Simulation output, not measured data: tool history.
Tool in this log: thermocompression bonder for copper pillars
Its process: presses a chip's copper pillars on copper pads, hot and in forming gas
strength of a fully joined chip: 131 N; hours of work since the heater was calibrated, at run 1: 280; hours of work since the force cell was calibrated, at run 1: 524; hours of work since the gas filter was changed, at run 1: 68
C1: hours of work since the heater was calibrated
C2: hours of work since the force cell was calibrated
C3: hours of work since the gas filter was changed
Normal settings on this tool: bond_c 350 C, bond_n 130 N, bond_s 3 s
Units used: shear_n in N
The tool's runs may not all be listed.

run 1 hour=0.0 | bond_c=350 bond_n=130 bond_s=3 | C1=280 C2=524 C3=68 | shear_n=90.3
run 2 hour=44.9 | bond_c=350 bond_n=130 bond_s=5 | C1=304 C2=549 C3=93 | shear_n=101.4
run 3 hour=84.6 | bond_c=350 bond_n=130 bond_s=5 | C1=326 C2=571 C3=115 | shear_n=99.8
run 4 hour=117.0 | bond_c=350 bond_n=106 bond_s=3 | C1=344 C2=588 C3=132 | shear_n=76.7
run 5 hour=162.3 | bond_c=350 bond_n=123 bond_s=3 | C1=368 C2=613 C3=157 | shear_n=85.0
-- hour=185.4 forming gas filter changed
run 6 hour=212.5 | bond_c=350 bond_n=130 bond_s=3 | C1=396 C2=640 C3=15 | shear_n=92.9
run 7 hour=266.5 | bond_c=350 bond_n=130 bond_s=3 | C1=425 C2=670 C3=44 | shear_n=91.3
run 8 hour=320.5 | bond_c=350 bond_n=84 bond_s=3 | C1=455 C2=699 C3=74 | shear_n=66.2
run 9 hour=350.3 | bond_c=338 bond_n=84 bond_s=3 | C1=471 C2=716 C3=90 | shear_n=60.0
run 10 hour=391.1 | bond_c=338 bond_n=84 bond_s=3 | C1=493 C2=738 C3=112 | shear_n=60.3
run 11 hour=444.9 | bond_c=338 bond_n=83 bond_s=3 | C1=523 C2=767 C3=142 | shear_n=58.2
run 12 hour=475.4 | bond_c=350 bond_n=130 bond_s=3 | C1=539 C2=784 C3=158 | shear_n=88.6
-- hour=497.2 forming gas filter changed
run 13 hour=525.2 | bond_c=350 bond_n=130 bond_s=3 | C1=566 C2=811 C3=15 | shear_n=92.2
run 14 hour=552.7 | bond_c=350 bond_n=130 bond_s=3 | C1=581 C2=826 C3=30 | shear_n=91.6
-- hour=558.2 heater calibrated with a thermocouple chip
run 15 hour=595.7 | bond_c=350 bond_n=130 bond_s=3 | C1=20 C2=848 C3=53 | shear_n=90.1
run 16 hour=634.5 | bond_c=350 bond_n=130 bond_s=3 | C1=42 C2=870 C3=74 | shear_n=90.2
run 17 hour=683.4 | bond_c=350 bond_n=130 bond_s=3 | C1=68 C2=896 C3=101 | shear_n=88.8
run 18 hour=717.5 | bond_c=350 bond_n=130 bond_s=3 | C1=87 C2=915 C3=119 | shear_n=89.3
run 19 hour=763.8 | bond_c=350 bond_n=169 bond_s=3 | C1=112 C2=940 C3=145 | shear_n=101.9
run 20 hour=789.6 | bond_c=333 bond_n=99 bond_s=7 | C1=126 C2=954 C3=159 | shear_n=84.7
-- hour=807.5 heater calibrated with a thermocouple chip, once more
-- hour=815.9 forming gas filter changed
run 21 hour=843.6 | bond_c=359 bond_n=100 bond_s=8 | C1=19 C2=982 C3=15 | shear_n=105.3
run 22 hour=877.6 | bond_c=358 bond_n=82 bond_s=2 | C1=38 C2=1001 C3=34 | shear_n=61.6
run 23 hour=911.2 | bond_c=358 bond_n=100 bond_s=6 | C1=56 C2=1019 C3=52 | shear_n=97.4
run 24 hour=935.4 | bond_c=345 bond_n=160 bond_s=6 | C1=70 C2=1033 C3=65 | shear_n=114.6
run 25 hour=976.1 | bond_c=345 bond_n=160 bond_s=6 | C1=92 C2=1055 C3=88 | shear_n=114.2
run 26 hour=1005.5 | bond_c=350 bond_n=143 bond_s=3 | C1=108 C2=1071 C3=104 | shear_n=98.2
run 27 hour=1037.4 | bond_c=359 bond_n=108 bond_s=3 | C1=125 C2=1088 C3=121 | shear_n=85.9
run 28 hour=1060.5 | bond_c=330 bond_n=130 bond_s=2 | C1=138 C2=1101 C3=134 | shear_n=72.4
run 29 hour=1088.1 | bond_c=350 bond_n=130 bond_s=2 | C1=153 C2=1116 C3=149 | shear_n=81.8
-- hour=1127.6 forming gas filter changed
run 30 hour=1130.6 | bond_c=342 bond_n=106 bond_s=4 | C1=176 C2=1139 C3=2 | shear_n=85.4
run 31 hour=1183.7 | bond_c=350 bond_n=87 bond_s=6 | C1=205 C2=1168 C3=31 | shear_n=87.1
run 32 hour=1230.4 | bond_c=376 bond_n=79 bond_s=3 | C1=231 C2=1194 C3=56 | shear_n=75.4
run 33 hour=1276.2 | bond_c=349 bond_n=93 bond_s=3 | C1=256 C2=1219 C3=81 | shear_n=72.5
run 34 hour=1324.8 | bond_c=350 bond_n=92 bond_s=3 | C1=282 C2=1245 C3=108 | shear_n=72.7
run 35 hour=1350.1 | bond_c=331 bond_n=141 bond_s=3 | C1=296 C2=1259 C3=122 | shear_n=87.9
run 36 hour=1401.8 | bond_c=350 bond_n=96 bond_s=3 | C1=324 C2=1287 C3=150 | shear_n=73.9
-- hour=1437.9 forming gas filter changed
-- hour=1452.3 force cell calibrated
run 37 hour=1455.1 | bond_c=350 bond_n=96 bond_s=3 | C1=352 C2=2 C3=9 | shear_n=72.0
run 38 hour=1479.9 | bond_c=334 bond_n=99 bond_s=5 | C1=366 C2=15 C3=22 | shear_n=78.3

How would selected steps in shear_n from run to run divide? Give the signed amount a tool lacking its hidden state would still show from settings, what came in and random variation, and the signed amount left for the hidden state, including any gauge scatter that is not in both of the compared results.
Unlogged tool condition in this case: true temperature of the bond over the reading, C; force that reaches the chip, % of what is set; oxide that the forming gas leaves, % of the face; drift of the gauge itself on shear_n, %.
Run 5 -> 6: bond_n 123 -> 130, forming gas filter changed. shear_n +7.9 N: hidden state +3.2, all else +4.7.
Run 11 -> 12: bond_c 338 -> 350, bond_n 83 -> 130. shear_n +30.4 N: hidden state -1.2, all else +31.6.
Run 12 -> 13: forming gas filter changed. shear_n +3.6 N: hidden state +3.2, all else +0.4.
Run 20 -> 21: bond_c 333 -> 359, bond_n 99 -> 100, bond_s 7 -> 8, heater calibrated with a thermocouple chip, once more, forming gas filter changed. shear_n +20.6 N: hidden state +6.1, all else +14.5.
Run 21 -> 22: bond_c 359 -> 358, bond_n 100 -> 82, bond_s 8 -> 2. shear_n -43.7 N: hidden state +0.0, all else -43.7.
Run 22 -> 23: bond_n 82 -> 100, bond_s 2 -> 6. shear_n +35.8 N: hidden state -0.7, all else +36.5.

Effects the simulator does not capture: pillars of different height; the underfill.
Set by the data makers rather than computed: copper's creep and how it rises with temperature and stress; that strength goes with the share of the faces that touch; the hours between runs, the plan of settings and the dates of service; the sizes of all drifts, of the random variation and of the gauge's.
